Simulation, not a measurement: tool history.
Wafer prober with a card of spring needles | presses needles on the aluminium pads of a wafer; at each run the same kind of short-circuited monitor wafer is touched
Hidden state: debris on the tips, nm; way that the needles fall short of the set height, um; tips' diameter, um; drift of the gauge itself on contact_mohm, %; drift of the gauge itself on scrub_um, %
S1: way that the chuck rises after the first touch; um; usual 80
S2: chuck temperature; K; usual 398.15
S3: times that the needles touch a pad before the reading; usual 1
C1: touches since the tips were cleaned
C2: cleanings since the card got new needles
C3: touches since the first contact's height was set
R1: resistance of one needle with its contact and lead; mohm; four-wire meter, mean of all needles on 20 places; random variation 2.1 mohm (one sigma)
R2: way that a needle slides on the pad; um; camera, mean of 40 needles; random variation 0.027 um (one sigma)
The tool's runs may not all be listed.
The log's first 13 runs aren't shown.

run   hour  S1      S2  S3    C1  C2      C3   R1     R2
     409.6  -- tips cleaned on abrasive film
     428.7  -- tips cleaned on abrasive film
 14  430.1  80  398.15   1   388  60   25882  246  16.69
     445.4  -- tips cleaned on abrasive film
     461.5  -- tips cleaned on abrasive film
 15  461.5  80  398.15   1     0  62   34404  241  16.69
     478.1  -- tips cleaned on abrasive film
 16  491.8  99  331.15   3  3745  63   42678  225  20.67
     495.8  -- tips cleaned on abrasive film
     511.5  -- tips cleaned on abrasive film
     527.7  -- tips cleaned on abrasive film
 17  535.3  63  322.15   3  2091  66   54491  233  13.08
     545.9  -- tips cleaned on abrasive film
     564.0  -- tips cleaned on abrasive film
 18  578.5  63  322.15   3  3981  68   66253  240  13.06
     581.8  -- tips cleaned on abrasive film
     598.4  -- tips cleaned on abrasive film
 19  606.8  63  322.15   3  2281  70   73931  232  13.03
     617.3  -- tips cleaned on abrasive film
     634.7  -- tips cleaned on abrasive film
 20  646.7  63  320.15   2  3293  72   84803  245  13.00
     653.1  -- tips cleaned on abrasive film
     669.0  -- tips cleaned on abrasive film
     684.8  -- tips cleaned on abrasive film
 21  686.6  63  320.15   2   504  75   95626  231  13.02
     700.9  -- tips cleaned on abrasive film
 22  705.4  80  398.15   3  1215  76  100726  243  16.56
     717.3  -- tips cleaned on abrasive film
 23  727.3  80  398.15   3  2744  77  106698  243  16.57
     732.9  -- tips cleaned on abrasive film
     751.1  -- tips cleaned on abrasive film
 24  763.2  99  323.15   2  3311  79  116454  227  20.50
     766.9  -- tips cleaned on abrasive film
     784.8  -- tips cleaned on abrasive film
     800.4  -- tips cleaned on abrasive film
     800.7  -- height of the first contact set anew
 25  801.2  99  323.15   3   121  82     121  216  20.81
     819.4  -- tips cleaned on abrasive film
 26  830.7  72  335.15   1  3070  83    8157  257  15.05
     837.2  -- tips cleaned on abrasive film
     852.7  -- tips cleaned on abrasive film
     870.5  -- tips cleaned on abrasive film
 27  874.3  95  331.15   2  1045  86   20006  224  19.88
     886.8  -- tips cleaned on abrasive film
 28  896.8  81  349.15   3  2748  87   26144  237  16.97
     903.1  -- tips cleaned on abrasive film
 29  917.1  96  338.15   3  3822  88   31664  227  20.10
     920.1  -- tips cleaned on abrasive film
     939.3  -- tips cleaned on abrasive film
 30  947.9  96  338.15   3  2374  90   40042  226  20.06

4 ways to go on from here, each from the tool as it stands after run 30. What would each give?
     955.0  -- tips cleaned on abrasive film
     972.2  -- tips cleaned on abrasive film
  A  980.6  76  398.15   1  2303  92  48928   ?   ?
     955.0  -- tips cleaned on abrasive film
     972.2  -- tips cleaned on abrasive film
  B  980.6  91  299.15   1  2303  92  48928   ?   ?
     955.0  -- tips cleaned on abrasive film
     972.2  -- tips cleaned on abrasive film
  C  980.6  92  338.15   3  2303  92  48928   ?   ?
     955.0  -- tips cleaned on abrasive film
     972.2  -- tips cleaned on abrasive film
  D  980.6  66  398.15   2  2303  92  48928   ?   ?

run   R1     R2
  A  262  15.84
  B  229  18.99
  C  225  19.18
  D  255  13.72
Without the tool's hidden state the same runs would have given:
run   R1     R2
  A  239  15.96
  B  210  19.11
  C  218  19.30
  D  236  13.84
